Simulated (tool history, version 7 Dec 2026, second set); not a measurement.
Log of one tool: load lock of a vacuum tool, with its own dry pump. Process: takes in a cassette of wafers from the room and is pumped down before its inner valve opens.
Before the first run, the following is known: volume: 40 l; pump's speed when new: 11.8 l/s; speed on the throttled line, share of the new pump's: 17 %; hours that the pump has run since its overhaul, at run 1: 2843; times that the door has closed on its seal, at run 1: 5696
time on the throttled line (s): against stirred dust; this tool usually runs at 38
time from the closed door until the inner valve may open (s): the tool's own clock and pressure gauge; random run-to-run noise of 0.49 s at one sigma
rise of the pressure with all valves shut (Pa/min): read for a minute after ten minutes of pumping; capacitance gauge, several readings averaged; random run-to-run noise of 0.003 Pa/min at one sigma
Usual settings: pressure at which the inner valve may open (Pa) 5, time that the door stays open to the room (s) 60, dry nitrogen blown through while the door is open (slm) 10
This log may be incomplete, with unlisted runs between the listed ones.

run	hour	time on the throttled line (s)	pressure at which the inner valve may open (Pa)	time that the door stays open to the room (s)	dry nitrogen blown through while the door is open (slm)	hours that the pump has run since its overhaul	times that the door has closed on its seal	incoming humidity of the room's air, %	time from the closed door until the inner valve may open (s)	rise of the pressure with all valves shut (Pa/min)
1	0.0	38	5	60	10	2843	5696	44.1	67.4	0.050
2	198.0	37	5	60	10	3041	6618	41.5	66.8	0.045
3	503.5	38	5	60	10	3346	8038	44.3	66.4	0.053
4	727.7	38	5	27	10	3570	9081	47.9	67.0	0.047
5	1008.5	38	6	60	10	3851	10387	43.2	67.0	0.059
6	1221.5	38	5	60	10	4064	11378	44.2	68.1	0.069
7	1598.6	34	4	63	10	4441	13132	45.8	66.1	0.069
8	1858.9	58	8	42	14	4702	14343	46.6	83.5	0.072
9	2154.4	60	9	84	10	4997	15717	45.4	82.6	0.084
10	2501.3	20	6	84	15	5344	17331	43.1	52.8	0.087
11	2752.3	20	6	84	16	5595	18498	47.0	53.9	0.097

4 ways to go on from here, each from the tool as it stands after run 11. What would each give?
A	3077.9	28	5	60	23	5921	20012	48.5	?	?
B	3077.9	20	6	71	30	5921	20012	44.2	?	?
C	3077.9	28	5	95	10	5921	20012	45.2	?	?
D	3077.9	38	7	60	10	5921	20012	46.8	?	?

run	time from the closed door until the inner valve may open (s)	rise of the pressure with all valves shut (Pa/min)
A	60.5	0.090
B	53.5	0.084
C	60.9	0.105
D	68.2	0.101
Without the tool's unlogged condition, the same runs would have read:
run	time from the closed door until the inner valve may open (s)	rise of the pressure with all valves shut (Pa/min)
A	57.0	0.024
B	49.9	0.017
C	57.4	0.038
D	65.0	0.035
